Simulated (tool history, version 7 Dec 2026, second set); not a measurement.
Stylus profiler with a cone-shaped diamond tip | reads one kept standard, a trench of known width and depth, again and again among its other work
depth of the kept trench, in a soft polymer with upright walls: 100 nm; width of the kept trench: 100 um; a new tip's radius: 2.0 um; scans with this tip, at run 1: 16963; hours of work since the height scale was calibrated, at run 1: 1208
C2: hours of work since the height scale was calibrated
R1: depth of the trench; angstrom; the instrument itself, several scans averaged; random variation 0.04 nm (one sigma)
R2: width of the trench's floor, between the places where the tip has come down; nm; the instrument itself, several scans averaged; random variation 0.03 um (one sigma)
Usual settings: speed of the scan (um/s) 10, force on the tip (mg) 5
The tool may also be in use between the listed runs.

{"run": 1, "hour": 0.0, "speed of the scan (um/s)": 10, "force on the tip (mg)": 5, "scans with this tip": 16963, "C2": 1208, "R1": 1010.3, "R2": 98070}
{"run": 2, "hour": 8.8, "speed of the scan (um/s)": 10, "force on the tip (mg)": 5, "scans with this tip": 17055, "C2": 1215, "R1": 1010.2, "R2": 98060}
{"run": 3, "hour": 20.4, "speed of the scan (um/s)": 21, "force on the tip (mg)": 5, "scans with this tip": 17176, "C2": 1224, "R1": 1010.3, "R2": 97990}
{"run": 4, "hour": 31.5, "speed of the scan (um/s)": 21, "force on the tip (mg)": 5, "scans with this tip": 17292, "C2": 1232, "R1": 1010.1, "R2": 98050}
{"run": 5, "hour": 46.2, "speed of the scan (um/s)": 21, "force on the tip (mg)": 5, "scans with this tip": 17445, "C2": 1243, "R1": 1010.4, "R2": 97990}
{"run": 6, "hour": 54.0, "speed of the scan (um/s)": 21, "force on the tip (mg)": 5, "scans with this tip": 17527, "C2": 1249, "R1": 1009.8, "R2": 98020}
{"run": 7, "hour": 62.9, "speed of the scan (um/s)": 10, "force on the tip (mg)": 5, "scans with this tip": 17619, "C2": 1255, "R1": 1010.4, "R2": 97980}
{"hour": 64.6, "done": "height scale calibrated on a step standard"}
{"run": 8, "hour": 71.8, "speed of the scan (um/s)": 10, "force on the tip (mg)": 8.44, "scans with this tip": 17706, "C2": 5, "R1": 1013.9, "R2": 97980}
{"run": 9, "hour": 87.8, "speed of the scan (um/s)": 10, "force on the tip (mg)": 8.44, "scans with this tip": 17873, "C2": 17, "R1": 1014.4, "R2": 98040}
{"run": 10, "hour": 102.1, "speed of the scan (um/s)": 10, "force on the tip (mg)": 8.44, "scans with this tip": 18023, "C2": 28, "R1": 1014.4, "R2": 98070}
{"run": 11, "hour": 116.0, "speed of the scan (um/s)": 10, "force on the tip (mg)": 2.42, "scans with this tip": 18167, "C2": 38, "R1": 1003.7, "R2": 97990}
{"run": 12, "hour": 127.1, "speed of the scan (um/s)": 35, "force on the tip (mg)": 3.98, "scans with this tip": 18283, "C2": 46, "R1": 1006.4, "R2": 97900}
{"run": 13, "hour": 135.6, "speed of the scan (um/s)": 2, "force on the tip (mg)": 9.22, "scans with this tip": 18372, "C2": 53, "R1": 1015.1, "R2": 98060}
{"run": 14, "hour": 149.6, "speed of the scan (um/s)": 28, "force on the tip (mg)": 3.21, "scans with this tip": 18517, "C2": 63, "R1": 1005.5, "R2": 97870}
{"hour": 158.8, "done": "height scale calibrated on a step standard, once more"}
{"run": 15, "hour": 164.5, "speed of the scan (um/s)": 40, "force on the tip (mg)": 8.36, "scans with this tip": 18668, "C2": 4, "R1": 1018.3, "R2": 97920}
{"run": 16, "hour": 181.3, "speed of the scan (um/s)": 3, "force on the tip (mg)": 10.66, "scans with this tip": 18842, "C2": 17, "R1": 1021.8, "R2": 98050}
{"run": 17, "hour": 190.3, "speed of the scan (um/s)": 14, "force on the tip (mg)": 5.09, "scans with this tip": 18936, "C2": 23, "R1": 1012.6, "R2": 97980}
{"run": 18, "hour": 202.4, "speed of the scan (um/s)": 14, "force on the tip (mg)": 5.09, "scans with this tip": 19063, "C2": 32, "R1": 1012.6, "R2": 97970}
{"run": 19, "hour": 218.2, "speed of the scan (um/s)": 4, "force on the tip (mg)": 14.81, "scans with this tip": 19227, "C2": 44, "R1": 1026.2, "R2": 98060}
{"run": 20, "hour": 230.4, "speed of the scan (um/s)": 10, "force on the tip (mg)": 11.04, "scans with this tip": 19355, "C2": 53, "R1": 1021.2, "R2": 98020}
{"run": 21, "hour": 247.1, "speed of the scan (um/s)": 10, "force on the tip (mg)": 1.67, "scans with this tip": 19528, "C2": 66, "R1": 1006.1, "R2": 97980}
{"run": 22, "hour": 263.2, "speed of the scan (um/s)": 10, "force on the tip (mg)": 2.63, "scans with this tip": 19696, "C2": 77, "R1": 1008.1, "R2": 97920}

Some steps in R1 between neighbouring runs. How much of each would the tool show without its hidden state too (settings, what came in, random variation), and how much is left for the hidden state, with any gauge scatter that isn't in both results?
The hidden state here: radius of the tip, um; height scale over the true one, %; drift of the gauge itself on depth_nm, %; drift of the gauge itself on floor_um, %.
Run 7 -> 8: force on the tip (mg) 5 -> 8.44, height scale calibrated on a step standard. R1 +3.5 angstrom: hidden state -1.4, all else +4.9.
Run 14 -> 15: speed of the scan (um/s) 28 -> 40, force on the tip (mg) 3.21 -> 8.36, height scale calibrated on a step standard, once more. R1 +12.8 angstrom: hidden state +4.3, all else +8.5.
Run 18 -> 19: speed of the scan (um/s) 14 -> 4, force on the tip (mg) 5.09 -> 14.81. R1 +13.6 angstrom: hidden state +0, all else +13.6.
Run 20 -> 21: force on the tip (mg) 11.04 -> 1.67. R1 -15.1 angstrom: hidden state -0.1, all else -15.

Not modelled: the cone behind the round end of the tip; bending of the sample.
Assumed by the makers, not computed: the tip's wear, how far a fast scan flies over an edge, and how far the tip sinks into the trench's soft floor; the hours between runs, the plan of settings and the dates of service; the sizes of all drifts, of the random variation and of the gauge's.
